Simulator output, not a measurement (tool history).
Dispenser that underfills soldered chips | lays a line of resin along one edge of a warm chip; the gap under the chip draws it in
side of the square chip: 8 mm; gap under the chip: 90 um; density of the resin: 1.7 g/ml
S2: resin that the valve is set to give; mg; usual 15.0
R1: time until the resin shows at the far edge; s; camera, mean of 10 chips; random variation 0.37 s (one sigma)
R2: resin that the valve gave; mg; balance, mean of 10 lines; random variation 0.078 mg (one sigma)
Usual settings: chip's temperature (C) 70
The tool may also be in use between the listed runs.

Run 1, hour 0.0: usual settings. Result: R1 24.0 s, R2 14.33 mg.
At hour 9.6: new syringe of resin.
Run 2, hour 9.9: usual settings. Result: R1 22.3 s, R2 14.20 mg.
At hour 21.7: new syringe of resin.
Run 3, hour 26.0: usual settings. Result: R1 25.3 s, R2 14.00 mg.
At hour 33.5: new syringe of resin.
Run 4, hour 33.5: usual settings. Result: R1 22.2 s, R2 14.03 mg.
At hour 38.1: dispensing valve cleaned and set on the balance.
Run 5, hour 43.3: usual settings but chip's temperature (C) 69. Result: R1 30.4 s, R2 14.88 mg.
At hour 46.5: new syringe of resin.
Run 6, hour 57.4: usual settings. Result: R1 31.8 s, R2 14.92 mg.
At hour 58.9: new syringe of resin.
Run 7, hour 68.7: usual settings. Result: R1 30.9 s, R2 14.92 mg.
At hour 71.2: new syringe of resin.
Run 8, hour 80.2: usual settings. Result: R1 29.1 s, R2 14.68 mg.
At hour 83.1: new syringe of resin.
At hour 95.7: new syringe of resin.
Run 9, hour 97.4: usual settings. Result: R1 23.5 s, R2 14.63 mg.
Run 10, hour 106.6: usual settings. Result: R1 31.2 s, R2 14.55 mg.
At hour 108.0: new syringe of resin.
At hour 120.5: new syringe of resin.
Run 11, hour 121.3: usual settings. Result: R1 23.3 s, R2 14.42 mg.
At hour 132.6: new syringe of resin.
Run 12, hour 134.8: usual settings. Result: R1 24.3 s, R2 14.50 mg.
At hour 145.0: new syringe of resin.
Run 13, hour 149.5: usual settings. Result: R1 25.3 s, R2 14.46 mg.
At hour 157.9: new syringe of resin.
Run 14, hour 163.5: usual settings. Result: R1 27.4 s, R2 14.35 mg.
At hour 169.9: new syringe of resin.
Run 15, hour 176.3: usual settings. Result: R1 27.9 s, R2 14.34 mg.
At hour 182.5: new syringe of resin.
Run 16, hour 183.5: usual settings but chip's temperature (C) 66, S2 12.9 mg. Result: R1 29.1 s, R2 12.22 mg.
At hour 195.5: new syringe of resin.
Run 17, hour 195.9: usual settings but chip's temperature (C) 65, S2 15.5 mg. Result: R1 28.5 s, R2 14.60 mg.
At hour 208.0: new syringe of resin.
At hour 210.9: dispensing valve cleaned and set on the balance.
Run 18, hour 210.9: usual settings but chip's temperature (C) 64, S2 15.9 mg. Result: R1 31.4 s, R2 15.98 mg.
At hour 220.7: new syringe of resin.
Run 19, hour 227.3: usual settings but chip's temperature (C) 61, S2 17.8 mg. Result: R1 41.0 s, R2 17.82 mg.
At hour 233.1: new syringe of resin.
Run 20, hour 241.8: usual settings but chip's temperature (C) 75, S2 17.8 mg. Result: R1 23.3 s, R2 17.62 mg.
At hour 245.1: new syringe of resin.
At hour 257.8: new syringe of resin.
Run 21, hour 258.5: usual settings but chip's temperature (C) 82, S2 17.9 mg. Result: R1 13.6 s, R2 17.50 mg.
At hour 270.3: new syringe of resin.
Run 22, hour 271.1: usual settings but chip's temperature (C) 82, S2 17.9 mg. Result: R1 13.2 s, R2 17.55 mg.
At hour 283.1: new syringe of resin.
Run 23, hour 288.2: usual settings but chip's temperature (C) 82, S2 17.9 mg. Result: R1 15.1 s, R2 17.26 mg.
At hour 295.3: new syringe of resin.
Run 24, hour 301.1: usual settings but chip's temperature (C) 82, S2 17.9 mg. Result: R1 15.7 s, R2 17.26 mg.
At hour 307.7: new syringe of resin.
Run 25, hour 318.0: usual settings but chip's temperature (C) 82, S2 17.9 mg. Result: R1 18.1 s, R2 17.18 mg.
At hour 320.1: new syringe of resin.
At hour 332.3: new syringe of resin.
Run 26, hour 334.0: usual settings but chip's temperature (C) 69, S2 14.5 mg. Result: R1 24.1 s, R2 13.79 mg.
At hour 344.8: new syringe of resin.
Run 27, hour 346.5: usual settings but chip's temperature (C) 63, S2 16.8 mg. Result: R1 33.2 s, R2 15.92 mg.
At hour 356.8: new syringe of resin.
Run 28, hour 356.8: usual settings but chip's temperature (C) 63, S2 16.8 mg. Result: R1 30.7 s, R2 15.86 mg.

The next listed run, before its measurement:
At hour 368.7: new syringe of resin.
Run 29, hour 373.1: usual settings but chip's temperature (C) 63, S2 16.8 mg. Result: R1 ?, R2 ?.

Run 29 gave R1 35.8 s, R2 15.76 mg.
Without the tool's hidden state the same run would have given R1 28.9 s, R2 16.79 mg.

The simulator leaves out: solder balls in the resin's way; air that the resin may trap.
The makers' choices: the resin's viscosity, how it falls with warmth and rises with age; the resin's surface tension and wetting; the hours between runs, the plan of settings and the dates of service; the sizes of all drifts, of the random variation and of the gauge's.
